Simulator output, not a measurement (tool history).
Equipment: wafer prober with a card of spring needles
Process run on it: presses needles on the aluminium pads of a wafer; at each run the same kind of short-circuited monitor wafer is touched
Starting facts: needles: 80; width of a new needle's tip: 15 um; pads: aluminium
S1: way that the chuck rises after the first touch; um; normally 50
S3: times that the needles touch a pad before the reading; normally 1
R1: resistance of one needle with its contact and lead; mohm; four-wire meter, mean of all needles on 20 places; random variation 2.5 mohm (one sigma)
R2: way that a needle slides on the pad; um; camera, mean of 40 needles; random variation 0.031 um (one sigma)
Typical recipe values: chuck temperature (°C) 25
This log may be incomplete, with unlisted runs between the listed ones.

{"run": 1, "hour": 0.0, "S1": 50, "chuck temperature (°C)": 25, "S3": 1, "R1": 353, "R2": 6.71}
{"hour": 1.3, "done": "tips cleaned on abrasive film"}
{"hour": 7.0, "done": "tips cleaned on abrasive film"}
{"hour": 12.6, "done": "tips cleaned on abrasive film"}
{"run": 2, "hour": 14.2, "S1": 50, "chuck temperature (°C)": 25, "S3": 1, "R1": 322, "R2": 6.65}
{"hour": 18.4, "done": "tips cleaned on abrasive film"}
{"hour": 23.7, "done": "tips cleaned on abrasive film"}
{"run": 3, "hour": 25.0, "S1": 50, "chuck temperature (°C)": 25, "S3": 1, "R1": 314, "R2": 6.65}
{"hour": 29.1, "done": "tips cleaned on abrasive film"}
{"hour": 34.4, "done": "tips cleaned on abrasive film"}
{"run": 4, "hour": 37.8, "S1": 33, "chuck temperature (°C)": 25, "S3": 1, "R1": 409, "R2": 4.3}
{"hour": 40.1, "done": "tips cleaned on abrasive film"}
{"hour": 45.9, "done": "tips cleaned on abrasive film"}
{"run": 5, "hour": 46.3, "S1": 33, "chuck temperature (°C)": 25, "S3": 1, "R1": 335, "R2": 4.3}
{"hour": 51.6, "done": "tips cleaned on abrasive film"}
{"run": 6, "hour": 52.9, "S1": 50, "chuck temperature (°C)": 25, "S3": 1, "R1": 318, "R2": 6.6}
{"hour": 56.8, "done": "tips cleaned on abrasive film"}
{"hour": 61.9, "done": "tips cleaned on abrasive film"}
{"run": 7, "hour": 62.3, "S1": 50, "chuck temperature (°C)": 25, "S3": 1, "R1": 309, "R2": 6.59}
{"hour": 67.5, "done": "tips cleaned on abrasive film"}
{"run": 8, "hour": 70.0, "S1": 48, "chuck temperature (°C)": 88, "S3": 1, "R1": 365, "R2": 6.35}
{"hour": 73.2, "done": "tips cleaned on abrasive film"}
{"hour": 79.0, "done": "tips cleaned on abrasive film"}
{"run": 9, "hour": 79.5, "S1": 48, "chuck temperature (°C)": 88, "S3": 1, "R1": 328, "R2": 6.27}
{"hour": 84.5, "done": "tips cleaned on abrasive film"}
{"run": 10, "hour": 86.1, "S1": 48, "chuck temperature (°C)": 88, "S3": 1, "R1": 354, "R2": 6.27}
{"hour": 89.5, "done": "tips cleaned on abrasive film"}
{"hour": 95.3, "done": "tips cleaned on abrasive film"}
{"run": 11, "hour": 97.9, "S1": 49, "chuck temperature (°C)": 37, "S3": 2, "R1": 325, "R2": 6.4}
{"hour": 101.3, "done": "tips cleaned on abrasive film"}
{"hour": 107.2, "done": "tips cleaned on abrasive film"}
{"run": 12, "hour": 111.8, "S1": 49, "chuck temperature (°C)": 37, "S3": 2, "R1": 335, "R2": 6.42}
{"hour": 112.7, "done": "tips cleaned on abrasive film"}
{"hour": 118.0, "done": "tips cleaned on abrasive film"}
{"run": 13, "hour": 121.5, "S1": 59, "chuck temperature (°C)": 86, "S3": 2, "R1": 327, "R2": 7.74}
{"hour": 123.2, "done": "tips cleaned on abrasive film"}
{"hour": 128.4, "done": "tips cleaned on abrasive film"}
{"run": 14, "hour": 130.4, "S1": 34, "chuck temperature (°C)": 25, "S3": 1, "R1": 392, "R2": 4.24}

What if the next run were any one of these 4? Each begins from the tool's condition after run 14:
{"hour": 134.2, "done": "tips cleaned on abrasive film"}
{"hour": 139.7, "done": "tips cleaned on abrasive film"}
{"hour": 145.7, "done": "tips cleaned on abrasive film"}
{"run": "A", "hour": 146.0, "S1": 62, "chuck temperature (°C)": 110, "S3": 2, "R1": "?", "R2": "?"}
{"hour": 134.2, "done": "tips cleaned on abrasive film"}
{"hour": 139.7, "done": "tips cleaned on abrasive film"}
{"hour": 145.7, "done": "tips cleaned on abrasive film"}
{"run": "B", "hour": 146.0, "S1": 50, "chuck temperature (°C)": 25, "S3": 3, "R1": "?", "R2": "?"}
{"hour": 134.2, "done": "tips cleaned on abrasive film"}
{"hour": 139.7, "done": "tips cleaned on abrasive film"}
{"hour": 145.7, "done": "tips cleaned on abrasive film"}
{"run": "C", "hour": 146.0, "S1": 39, "chuck temperature (°C)": 103, "S3": 3, "R1": "?", "R2": "?"}
{"hour": 134.2, "done": "tips cleaned on abrasive film"}
{"hour": 139.7, "done": "tips cleaned on abrasive film"}
{"hour": 145.7, "done": "tips cleaned on abrasive film"}
{"run": "D", "hour": 146.0, "S1": 37, "chuck temperature (°C)": 105, "S3": 1, "R1": "?", "R2": "?"}

run=A R1=314 R2=8.15
run=B R1=296 R2=6.47
run=C R1=343 R2=4.9
run=D R1=355 R2=4.67
The same runs, with their run-to-run variation unchanged, on a tool lacking any hidden condition would have given:
run=A R1=304 R2=8.6
run=B R1=286 R2=6.92
run=C R1=326 R2=5.34
run=D R1=326 R2=5.11
